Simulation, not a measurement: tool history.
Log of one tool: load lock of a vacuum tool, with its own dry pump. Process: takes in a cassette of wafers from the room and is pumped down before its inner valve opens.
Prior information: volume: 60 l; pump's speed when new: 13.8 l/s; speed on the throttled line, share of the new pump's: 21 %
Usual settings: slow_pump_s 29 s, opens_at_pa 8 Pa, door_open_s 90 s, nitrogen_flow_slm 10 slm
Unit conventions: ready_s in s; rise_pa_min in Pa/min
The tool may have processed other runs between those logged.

run	hour	slow_pump_s	opens_at_pa	door_open_s	nitrogen_flow_slm	incoming humidity of the room's air, %	ready_s	rise_pa_min
1	0.0	29	8	90	10	47.2	66.8	0.057
2	109.5	29	8	90	10	43.3	67.6	0.054
3	220.2	29	8	90	10	43.2	66.9	0.051
4	283.0	29	8	90	10	43.8	67.3	0.055
5	387.8	29	8	90	10	44.7	67.1	0.049
6	517.3	29	8	90	10	44.7	67.2	0.060
7	649.8	29	8	90	10	45.1	67.0	0.056
8	777.9	29	8	90	10	44.1	66.9	0.054
9	872.3	29	8	90	45	44.1	67.7	0.035
10	978.7	29	8	90	45	48.1	67.6	0.041
11	1073.7	46	13	186	5	44.4	78.0	0.080
12	1147.3	47	13	54	5	45.8	78.7	0.056
13	1257.3	47	13	54	5	43.0	78.6	0.047
14	1386.5	29	7	57	10	47.1	68.5	0.054
15	1503.6	29	7	57	10	43.0	68.2	0.047
16	1578.2	48	11	45	8	41.8	80.7	0.050
17	1631.4	32	11	45	4	45.5	68.4	0.054

Predict each of these 3 candidate next runs independently; none follows another, all start after run 17:
A	1706.0	29	10	90	21	46.8	?	?
B	1706.0	17	13	127	10	45.7	?	?
C	1706.0	25	6	45	18	47.6	?	?

run	ready_s	rise_pa_min
A	66.5	0.055
B	56.2	0.071
C	66.0	0.047
What these runs would have given with no unlogged condition in the tool:
run	ready_s	rise_pa_min
A	63.5	0.029
B	53.2	0.044
C	62.7	0.021

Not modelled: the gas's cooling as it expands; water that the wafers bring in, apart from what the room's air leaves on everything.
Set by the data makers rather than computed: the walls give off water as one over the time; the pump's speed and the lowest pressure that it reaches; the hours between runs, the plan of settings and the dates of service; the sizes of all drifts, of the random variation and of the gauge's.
